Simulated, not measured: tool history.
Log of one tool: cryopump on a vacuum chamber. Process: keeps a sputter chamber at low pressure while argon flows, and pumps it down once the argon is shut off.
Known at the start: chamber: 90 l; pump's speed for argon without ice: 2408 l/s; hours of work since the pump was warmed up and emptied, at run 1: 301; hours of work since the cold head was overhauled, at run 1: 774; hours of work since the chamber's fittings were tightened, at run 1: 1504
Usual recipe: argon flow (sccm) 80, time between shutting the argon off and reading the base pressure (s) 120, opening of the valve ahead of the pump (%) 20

| run | hour | argon flow (sccm) | time between shutting the argon off and reading the base pressure (s) | opening of the valve ahead of the pump (%) | hours of work since the pump was warmed up and emptied | hours of work since the cold head was overhauled | hours of work since the chamber's fittings were tightened | pressure while argon flows (Pa) | pressure after the wait (uPa) |
|---|---|---|---|---|---|---|---|---|---|
| 1 | 0 | 80 | 120 | 20 | 301 | 774 | 1504 | 0.2841 | 1.38 |
| 2 | 22.9 | 80 | 120 | 20 | 312 | 785 | 1515 | 0.2874 | 1.38 |
| 3 | 52.4 | 80 | 120 | 20 | 326 | 799 | 1529 | 0.2874 | 1.4 |
| 4 | 106.4 | 80 | 120 | 20 | 352 | 825 | 1555 | 0.289 | 1.48 |
| 5 | 144.3 | 80 | 120 | 20 | 370 | 843 | 1573 | 0.2888 | 1.46 |
| 6 | 199.1 | 80 | 236 | 20 | 396 | 870 | 1599 | 0.2924 | 1.32 |
| 7 | 238.3 | 80 | 236 | 20 | 415 | 888 | 1618 | 0.2893 | 1.29 |
| 8 | 272.7 | 80 | 236 | 20 | 431 | 905 | 1634 | 0.2901 | 1.33 |
| 9 | 329 | 80 | 236 | 20 | 458 | 932 | 1661 | 0.2893 | 1.37 |
|  | 366.1 | pump warmed up, emptied and cooled again |
| 10 | 381.9 | 80 | 236 | 20 | 8 | 954 | 1684 | 0.2825 | 1.19 |
| 11 | 432.9 | 46 | 236 | 20 | 32 | 979 | 1708 | 0.1625 | 1.22 |
| 12 | 463.2 | 46 | 236 | 20 | 46 | 993 | 1723 | 0.1619 | 1.23 |
| 13 | 504.8 | 46 | 236 | 20 | 66 | 1013 | 1743 | 0.1622 | 1.18 |
| 14 | 537.2 | 46 | 231 | 20 | 82 | 1029 | 1758 | 0.1625 | 1.27 |
| 15 | 564 | 46 | 231 | 20 | 94 | 1041 | 1771 | 0.1621 | 1.27 |
| 16 | 618.4 | 80 | 61 | 20 | 120 | 1067 | 1797 | 0.2843 | 1.83 |
| 17 | 643.2 | 51 | 120 | 20 | 132 | 1079 | 1809 | 0.1811 | 1.47 |
| 18 | 687.9 | 34 | 27 | 18 | 154 | 1101 | 1830 | 0.1339 | 2.73 |
|  | 692.5 | leaking fittings of the chamber tightened, without venting |
| 19 | 723.1 | 34 | 27 | 18 | 170 | 1116 | 15 | 0.136 | 1.72 |
| 20 | 747.9 | 34 | 27 | 18 | 181 | 1128 | 26 | 0.1351 | 1.68 |
| 21 | 777.8 | 34 | 27 | 18 | 196 | 1143 | 41 | 0.1346 | 1.69 |
| 22 | 819.9 | 34 | 140 | 22 | 216 | 1163 | 61 | 0.1114 | 0.49 |
| 23 | 852.1 | 34 | 39 | 17 | 231 | 1178 | 76 | 0.1425 | 1.28 |
| 24 | 891.2 | 124 | 120 | 20 | 250 | 1197 | 95 | 0.4421 | 0.56 |
| 25 | 916 | 124 | 120 | 20 | 262 | 1209 | 107 | 0.4421 | 0.56 |
| 26 | 958.1 | 83 | 26 | 38 | 282 | 1229 | 127 | 0.1596 | 1.84 |
| 27 | 1003.7 | 83 | 26 | 38 | 304 | 1250 | 149 | 0.1591 | 1.82 |
| 28 | 1033.2 | 83 | 26 | 38 | 318 | 1265 | 163 | 0.1597 | 1.82 |
| 29 | 1075 | 83 | 26 | 38 | 338 | 1285 | 183 | 0.1618 | 1.89 |
| 30 | 1120.7 | 80 | 55 | 30 | 359 | 1306 | 205 | 0.1936 | 1.06 |
| 31 | 1166.8 | 52 | 130 | 17 | 381 | 1328 | 227 | 0.2191 | 0.62 |
| 32 | 1214.3 | 103 | 21 | 40 | 404 | 1351 | 249 | 0.1918 | 2.28 |
| 33 | 1256.9 | 107 | 21 | 20 | 424 | 1371 | 270 | 0.3884 | 2.36 |

Some steps in pressure while argon flows (Pa), run to run, broken into two amounts with sign: the step expected even without the hidden condition (settings, incoming material, random variation), and the rest, left for the hidden condition together with whatever gauge scatter is not in both the measured and the hidden-condition-free result:
Hidden conditions of the tool in this case: pump's speed, % of a pump's without ice; cold plate's temperature, K; leak into the chamber, uPa l/s; drift of the gauge itself on working_pa, %; drift of the gauge itself on base_upa, %.
Run 9 -> 10: pump warmed up, emptied and cooled again. pressure while argon flows (Pa) -0.0068: hidden state -0.0095, all else +0.0027.
Run 23 -> 24: argon flow (sccm) 34 -> 124, time between shutting the argon off and reading the base pressure (s) 39 -> 120, opening of the valve ahead of the pump (%) 17 -> 20. pressure while argon flows (Pa) +0.2996: hidden state +0.0059, all else +0.2937.
Run 25 -> 26: argon flow (sccm) 124 -> 83, time between shutting the argon off and reading the base pressure (s) 120 -> 26, opening of the valve ahead of the pump (%) 20 -> 38. pressure while argon flows (Pa) -0.2825: hidden state -0.0023, all else -0.2802.
Run 31 -> 32: argon flow (sccm) 52 -> 103, time between shutting the argon off and reading the base pressure (s) 130 -> 21, opening of the valve ahead of the pump (%) 17 -> 40. pressure while argon flows (Pa) -0.0273: hidden state +0.0056, all else -0.0329.
Run 32 -> 33: argon flow (sccm) 103 -> 107, opening of the valve ahead of the pump (%) 40 -> 20. pressure while argon flows (Pa) +0.1966: hidden state +0.001, all else +0.1956.

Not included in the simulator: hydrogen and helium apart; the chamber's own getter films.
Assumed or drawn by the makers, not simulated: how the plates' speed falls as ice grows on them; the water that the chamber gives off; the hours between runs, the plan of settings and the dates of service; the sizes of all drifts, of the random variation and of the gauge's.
